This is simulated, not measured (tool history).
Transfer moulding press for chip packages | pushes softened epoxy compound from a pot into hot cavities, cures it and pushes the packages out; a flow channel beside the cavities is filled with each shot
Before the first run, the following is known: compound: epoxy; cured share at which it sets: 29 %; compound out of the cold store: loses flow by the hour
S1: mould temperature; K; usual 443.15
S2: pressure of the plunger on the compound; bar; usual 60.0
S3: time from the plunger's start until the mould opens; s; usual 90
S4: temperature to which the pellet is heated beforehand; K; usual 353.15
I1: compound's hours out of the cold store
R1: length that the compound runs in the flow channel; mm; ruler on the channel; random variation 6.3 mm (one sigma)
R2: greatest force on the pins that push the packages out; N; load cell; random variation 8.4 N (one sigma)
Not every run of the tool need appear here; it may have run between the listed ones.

run,hour,S1,S2,S3,S4,I1,R1,R2
1,0.0,443.15,60.0,90,353.15,23.0,1009,526
# hour 24.2: cavities cleaned with cleaning compound and waxed
2,35.1,443.15,60.0,90,353.15,19.8,995,462
3,64.0,443.15,60.0,90,353.15,34.8,947,573
# hour 84.8: cavities cleaned with cleaning compound and waxed
4,124.9,443.15,60.0,90,353.15,12.3,990,561
# hour 146.4: cavities cleaned with cleaning compound and waxed
5,151.2,443.15,60.0,90,353.15,29.5,951,412
# hour 191.1: plunger's sealing rings changed
6,191.9,443.15,60.0,90,353.15,33.6,970,591
# hour 205.7: cavities cleaned with cleaning compound and waxed
7,230.8,443.15,60.0,90,353.15,22.2,992,508
# hour 265.3: cavities cleaned with cleaning compound and waxed
8,277.7,443.15,62.8,90,353.15,38.2,954,475
9,307.5,443.15,62.8,90,353.15,41.6,942,548
# hour 323.5: cavities cleaned with cleaning compound and waxed
10,339.1,443.15,62.8,90,353.15,18.2,998,491
# hour 381.3: plunger's sealing rings changed
# hour 382.8: cavities cleaned with cleaning compound and waxed
11,384.9,443.15,62.8,90,353.15,45.0,965,429
12,426.9,438.15,62.8,90,353.15,31.3,1025,796
# hour 442.3: cavities cleaned with cleaning compound and waxed
13,469.4,438.15,62.8,90,353.15,44.0,973,752
# hour 503.6: cavities cleaned with cleaning compound and waxed
14,529.4,443.15,65.4,126,358.15,11.3,1046,428
# hour 562.7: cavities cleaned with cleaning compound and waxed
# hour 573.7: plunger's sealing rings changed
15,594.6,443.15,60.0,92,360.15,12.1,1020,518
# hour 600.9: mould's thermocouples calibrated
# hour 623.6: cavities cleaned with cleaning compound and waxed
16,623.6,443.15,60.0,97,360.15,16.8,1009,357
17,657.7,443.15,60.0,97,360.15,8.1,1022,496
# hour 683.1: cavities cleaned with cleaning compound and waxed
18,707.3,443.15,65.6,85,349.15,30.6,975,551
19,733.9,443.15,63.5,90,353.15,13.1,1018,562
# hour 740.5: cavities cleaned with cleaning compound and waxed
# hour 767.9: plunger's sealing rings changed
20,797.6,443.15,63.5,90,353.15,19.8,1023,572
# hour 803.3: cavities cleaned with cleaning compound and waxed
21,849.8,443.15,63.5,90,353.15,28.9,997,558
# hour 861.4: cavities cleaned with cleaning compound and waxed
22,902.5,441.15,58.4,90,362.15,9.1,1009,593
# hour 918.1: cavities cleaned with cleaning compound and waxed
23,932.7,441.15,58.4,90,362.15,26.4,933,506
# hour 959.8: plunger's sealing rings changed
# hour 981.1: cavities cleaned with cleaning compound and waxed
24,989.5,441.15,58.4,83,356.15,47.6,922,566
# hour 1037.4: cavities cleaned with cleaning compound and waxed
25,1047.2,441.15,58.4,83,356.15,22.6,969,592

Run by run, hidden condition taken away, random variation retained:
The tool's hidden condition here consists of: true mould temperature over the reading, C; pressure that reaches the compound, % of what is set; grip of the stained cavities, % over clean ones'; drift of the gauge itself on flow_mm, %; drift of the gauge itself on push_out_n, %.
run,R1,R2
1,1007,369
2,1002,385
3,961,387
4,1021,376
5,988,366
6,969,388
7,1000,372
8,974,389
9,969,366
10,1035,381
11,961,386
12,1030,493
13,988,512
14,1078,320
15,1021,355
16,1026,356
17,1049,359
18,1014,423
19,1066,379
20,1036,373
21,1023,381
22,1049,409
23,978,399
24,929,485
25,992,503
